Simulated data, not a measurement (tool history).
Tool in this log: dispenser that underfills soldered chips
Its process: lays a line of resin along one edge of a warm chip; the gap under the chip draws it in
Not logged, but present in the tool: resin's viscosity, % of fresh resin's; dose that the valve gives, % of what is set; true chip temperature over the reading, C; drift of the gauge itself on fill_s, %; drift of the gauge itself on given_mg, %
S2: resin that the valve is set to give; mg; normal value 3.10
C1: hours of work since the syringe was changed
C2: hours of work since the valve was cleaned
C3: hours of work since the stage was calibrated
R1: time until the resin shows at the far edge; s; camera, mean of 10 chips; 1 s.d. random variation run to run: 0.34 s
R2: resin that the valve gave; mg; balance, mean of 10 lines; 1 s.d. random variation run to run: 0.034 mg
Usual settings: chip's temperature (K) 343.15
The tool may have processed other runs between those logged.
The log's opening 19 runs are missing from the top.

At hour 153.2: new syringe of resin.
Run 20, hour 153.5: usual settings but chip's temperature (K) 337.15, S2 3.66 mg; C1 0; C2 50; C3 116. Result: R1 21.6 s, R2 3.51 mg.
At hour 163.6: new syringe of resin.
Run 21, hour 163.8: usual settings but chip's temperature (K) 337.15, S2 3.66 mg; C1 0; C2 56; C3 122. Result: R1 20.6 s, R2 3.50 mg.
Run 22, hour 171.0: usual settings but chip's temperature (K) 331.15, S2 3.41 mg; C1 5; C2 60; C3 127. Result: R1 39.9 s, R2 3.23 mg.
At hour 174.1: new syringe of resin.
Run 23, hour 176.2: usual settings but chip's temperature (K) 341.15, S2 3.81 mg; C1 1; C2 63; C3 130. Result: R1 19.9 s, R2 3.60 mg.
Run 24, hour 183.6: usual settings but chip's temperature (K) 354.15, S2 3.70 mg; C1 6; C2 68; C3 134. Result: R1 17.2 s, R2 3.49 mg.
At hour 184.4: new syringe of resin.
Run 25, hour 191.9: usual settings but chip's temperature (K) 354.15, S2 3.33 mg; C1 5; C2 73; C3 139. Result: R1 15.6 s, R2 3.03 mg.
At hour 194.7: new syringe of resin.
Run 26, hour 202.2: usual settings but chip's temperature (K) 349.15, S2 3.73 mg; C1 5; C2 79; C3 146. Result: R1 18.8 s, R2 3.49 mg.
At hour 204.6: new syringe of resin.
Run 27, hour 209.0: usual settings but chip's temperature (K) 344.15, S2 2.90 mg; C1 3; C2 83; C3 150. Result: R1 20.6 s, R2 2.68 mg.
At hour 211.5: dispensing valve cleaned and set on the balance.
At hour 215.5: new syringe of resin.
Run 28, hour 217.5: usual settings but chip's temperature (K) 358.15, S2 2.63 mg; C1 1; C2 4; C3 154. Result: R1 10.3 s, R2 2.67 mg.
At hour 225.9: new syringe of resin.
Run 29, hour 226.6: usual settings but chip's temperature (K) 344.15, S2 2.63 mg; C1 0; C2 9; C3 160. Result: R1 17.3 s, R2 2.68 mg.
At hour 235.8: new syringe of resin.
Run 30, hour 235.8: usual settings but chip's temperature (K) 344.15, S2 2.63 mg; C1 0; C2 15; C3 165. Result: R1 16.9 s, R2 2.59 mg.
Run 31, hour 244.6: usual settings but chip's temperature (K) 344.15, S2 2.63 mg; C1 5; C2 20; C3 171. Result: R1 26.4 s, R2 2.57 mg.
At hour 246.2: new syringe of resin.
Run 32, hour 254.8: usual settings but chip's temperature (K) 352.15, S2 2.91 mg; C1 5; C2 26; C3 177. Result: R1 18.0 s, R2 2.87 mg.
At hour 256.4: new syringe of resin.
Run 33, hour 264.6: usual settings but chip's temperature (K) 332.15; C1 5; C2 32; C3 183. Result: R1 40.1 s, R2 3.04 mg.
At hour 266.6: new syringe of resin.
Run 34, hour 272.0: usual settings but chip's temperature (K) 332.15; C1 3; C2 36; C3 187. Result: R1 35.5 s, R2 2.97 mg.

What if the next run were any one of these 4? Each begins from the tool's condition after run 34:
At hour 276.9: new syringe of resin.
Run A, hour 277.0: usual settings but chip's temperature (K) 348.15, S2 2.99 mg; C1 0; C2 39; C3 190. Result: R1 ?, R2 ?.
At hour 276.9: new syringe of resin.
Run B, hour 277.0: usual settings but chip's temperature (K) 347.15, S2 3.42 mg; C1 0; C2 39; C3 190. Result: R1 ?, R2 ?.
At hour 276.9: new syringe of resin.
Run C, hour 277.0: usual settings but chip's temperature (K) 350.15, S2 3.71 mg; C1 0; C2 39; C3 190. Result: R1 ?, R2 ?.
At hour 276.9: new syringe of resin.
Run D, hour 277.0: usual settings but chip's temperature (K) 334.15, S2 3.02 mg; C1 0; C2 39; C3 190. Result: R1 ?, R2 ?.

run    R1    R2
  A  14.4  2.89
  B  14.3  3.33
  C  12.9  3.61
  D  25.4  2.87
With the hidden condition removed and each run's random variation left untouched, the same runs would have given:
run    R1    R2
  A  13.6  2.99
  B  13.6  3.45
  C  12.3  3.73
  D  23.8  2.97
